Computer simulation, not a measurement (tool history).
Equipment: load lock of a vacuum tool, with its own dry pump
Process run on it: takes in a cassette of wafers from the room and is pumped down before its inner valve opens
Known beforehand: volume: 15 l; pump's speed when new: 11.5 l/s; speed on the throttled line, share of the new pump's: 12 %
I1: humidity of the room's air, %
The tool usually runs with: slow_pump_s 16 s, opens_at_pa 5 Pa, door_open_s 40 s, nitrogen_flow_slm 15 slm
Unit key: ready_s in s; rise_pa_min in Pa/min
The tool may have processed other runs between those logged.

{"run": 1, "hour": 0.0, "slow_pump_s": 16, "opens_at_pa": 5, "door_open_s": 40, "nitrogen_flow_slm": 15, "I1": 45.3, "ready_s": 27.2, "rise_pa_min": 0.065}
{"run": 2, "hour": 140.4, "slow_pump_s": 16, "opens_at_pa": 5, "door_open_s": 40, "nitrogen_flow_slm": 15, "I1": 46.6, "ready_s": 27.1, "rise_pa_min": 0.078}
{"run": 3, "hour": 302.4, "slow_pump_s": 16, "opens_at_pa": 5, "door_open_s": 40, "nitrogen_flow_slm": 15, "I1": 42.8, "ready_s": 26.8, "rise_pa_min": 0.065}
{"run": 4, "hour": 552.1, "slow_pump_s": 16, "opens_at_pa": 5, "door_open_s": 40, "nitrogen_flow_slm": 15, "I1": 46.3, "ready_s": 27.1, "rise_pa_min": 0.072}
{"run": 5, "hour": 731.3, "slow_pump_s": 16, "opens_at_pa": 5, "door_open_s": 40, "nitrogen_flow_slm": 15, "I1": 47.2, "ready_s": 26.9, "rise_pa_min": 0.071}
{"run": 6, "hour": 975.2, "slow_pump_s": 16, "opens_at_pa": 5, "door_open_s": 40, "nitrogen_flow_slm": 15, "I1": 43.9, "ready_s": 27.3, "rise_pa_min": 0.071}
{"run": 7, "hour": 1089.0, "slow_pump_s": 16, "opens_at_pa": 4, "door_open_s": 40, "nitrogen_flow_slm": 15, "I1": 47.3, "ready_s": 27.6, "rise_pa_min": 0.07}
{"hour": 1144.1, "done": "door's seal changed, seat wiped"}
{"run": 8, "hour": 1227.5, "slow_pump_s": 16, "opens_at_pa": 4, "door_open_s": 40, "nitrogen_flow_slm": 15, "I1": 44.3, "ready_s": 27.6, "rise_pa_min": 0.068}
{"run": 9, "hour": 1450.0, "slow_pump_s": 16, "opens_at_pa": 5, "door_open_s": 40, "nitrogen_flow_slm": 15, "I1": 46.1, "ready_s": 27.1, "rise_pa_min": 0.07}
{"run": 10, "hour": 1567.7, "slow_pump_s": 16, "opens_at_pa": 5, "door_open_s": 40, "nitrogen_flow_slm": 15, "I1": 44.6, "ready_s": 27.6, "rise_pa_min": 0.057}
{"run": 11, "hour": 1695.0, "slow_pump_s": 10, "opens_at_pa": 10, "door_open_s": 140, "nitrogen_flow_slm": 4, "I1": 45.8, "ready_s": 21, "rise_pa_min": 0.141}
{"run": 12, "hour": 1886.5, "slow_pump_s": 10, "opens_at_pa": 10, "door_open_s": 140, "nitrogen_flow_slm": 4, "I1": 45.8, "ready_s": 21.2, "rise_pa_min": 0.143}
{"run": 13, "hour": 2134.9, "slow_pump_s": 23, "opens_at_pa": 10, "door_open_s": 166, "nitrogen_flow_slm": 6, "I1": 44.3, "ready_s": 32.5, "rise_pa_min": 0.134}
{"run": 14, "hour": 2390.6, "slow_pump_s": 23, "opens_at_pa": 10, "door_open_s": 166, "nitrogen_flow_slm": 6, "I1": 45.1, "ready_s": 32.3, "rise_pa_min": 0.138}
{"run": 15, "hour": 2584.9, "slow_pump_s": 16, "opens_at_pa": 8, "door_open_s": 40, "nitrogen_flow_slm": 4, "I1": 43.2, "ready_s": 26.7, "rise_pa_min": 0.08}
{"run": 16, "hour": 2706.3, "slow_pump_s": 26, "opens_at_pa": 5, "door_open_s": 28, "nitrogen_flow_slm": 6, "I1": 45.2, "ready_s": 35.5, "rise_pa_min": 0.084}
{"run": 17, "hour": 2862.9, "slow_pump_s": 16, "opens_at_pa": 4, "door_open_s": 61, "nitrogen_flow_slm": 8, "I1": 44.7, "ready_s": 27.7, "rise_pa_min": 0.091}
{"run": 18, "hour": 2980.6, "slow_pump_s": 22, "opens_at_pa": 5, "door_open_s": 40, "nitrogen_flow_slm": 15, "I1": 42.8, "ready_s": 32.3, "rise_pa_min": 0.067}
{"run": 19, "hour": 3228.1, "slow_pump_s": 16, "opens_at_pa": 6, "door_open_s": 40, "nitrogen_flow_slm": 17, "I1": 43, "ready_s": 27.3, "rise_pa_min": 0.059}

Branching from run 19: 4 alternative next runs. What would each branch give?
{"run": "A", "hour": 3400.1, "slow_pump_s": 31, "opens_at_pa": 5, "door_open_s": 40, "nitrogen_flow_slm": 15, "I1": 44.3, "ready_s": "?", "rise_pa_min": "?"}
{"run": "B", "hour": 3400.1, "slow_pump_s": 16, "opens_at_pa": 5, "door_open_s": 26, "nitrogen_flow_slm": 15, "I1": 45.3, "ready_s": "?", "rise_pa_min": "?"}
{"run": "C", "hour": 3400.1, "slow_pump_s": 10, "opens_at_pa": 6, "door_open_s": 231, "nitrogen_flow_slm": 13, "I1": 45.3, "ready_s": "?", "rise_pa_min": "?"}
{"run": "D", "hour": 3400.1, "slow_pump_s": 9, "opens_at_pa": 5, "door_open_s": 40, "nitrogen_flow_slm": 17, "I1": 42.6, "ready_s": "?", "rise_pa_min": "?"}

run=A ready_s=40.4 rise_pa_min=0.067
run=B ready_s=27 rise_pa_min=0.058
run=C ready_s=21.7 rise_pa_min=0.127
run=D ready_s=20.8 rise_pa_min=0.06
With the hidden condition removed and each run's random variation left untouched, the same runs would have given:
run=A ready_s=40.4 rise_pa_min=0.066
run=B ready_s=27 rise_pa_min=0.058
run=C ready_s=21.7 rise_pa_min=0.127
run=D ready_s=20.8 rise_pa_min=0.06
